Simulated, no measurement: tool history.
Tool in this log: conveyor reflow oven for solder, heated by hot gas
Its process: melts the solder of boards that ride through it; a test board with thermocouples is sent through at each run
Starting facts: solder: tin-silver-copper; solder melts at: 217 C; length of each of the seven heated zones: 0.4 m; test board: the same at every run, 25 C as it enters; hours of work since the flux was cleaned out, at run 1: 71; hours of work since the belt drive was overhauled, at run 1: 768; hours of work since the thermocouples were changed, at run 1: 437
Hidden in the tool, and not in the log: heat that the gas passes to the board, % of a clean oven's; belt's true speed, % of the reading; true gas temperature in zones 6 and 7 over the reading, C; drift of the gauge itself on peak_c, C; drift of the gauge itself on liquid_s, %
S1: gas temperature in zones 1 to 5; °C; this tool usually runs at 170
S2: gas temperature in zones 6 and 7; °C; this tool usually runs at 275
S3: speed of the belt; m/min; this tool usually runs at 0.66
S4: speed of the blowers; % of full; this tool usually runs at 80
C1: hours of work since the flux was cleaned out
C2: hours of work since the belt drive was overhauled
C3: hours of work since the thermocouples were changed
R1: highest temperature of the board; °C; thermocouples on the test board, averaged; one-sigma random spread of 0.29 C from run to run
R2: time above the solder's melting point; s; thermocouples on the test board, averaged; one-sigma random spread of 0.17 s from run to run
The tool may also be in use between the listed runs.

run	day	S1	S2	S3	S4	C1	C2	C3	R1	R2
1	0	170	275	0.66	80	71	768	437	260.4	58.5
2	1.583	170	286	0.66	80	95	792	462	269.6	63.3
3	4.388	170	286	0.66	80	138	836	505	269.4	62.9
4	5.762	170	275	0.66	65	160	857	526	254.5	54.8
5	8.675	170	275	0.66	65	204	901	571	254.7	54.8
# day 9.175: flux residue cleaned out of gas plates and filters
6	10.583	170	275	0.66	65	22	928	597	255.9	56.3
7	12.162	170	275	0.66	65	46	952	621	256	55.8
8	13.612	167	275	0.66	71	68	974	644	256.4	55.9
9	15.362	157	264	0.552	75	95	1001	671	251.5	61.9
10	18.35	157	284	0.66	58	141	1047	717	257.5	53.1

Each row is a separate what-if for the run after 10, all from the same tool condition, not one after another. Results?
A	21.371	180	275	0.66	80	188	1094	763	?	?
B	21.371	166	286	0.66	69	188	1094	763	?	?
C	21.371	170	288	0.729	66	188	1094	763	?	?
D	21.371	170	288	0.66	56	188	1094	763	?	?

run	R1	R2
A	260.6	62.3
B	265	60
C	262.8	53.7
D	262.5	59.1
Had the tool no hidden state, the same runs would have come out as:
run	R1	R2
A	263.9	63.3
B	268.4	61.1
C	266.1	54.9
D	265.6	60.3
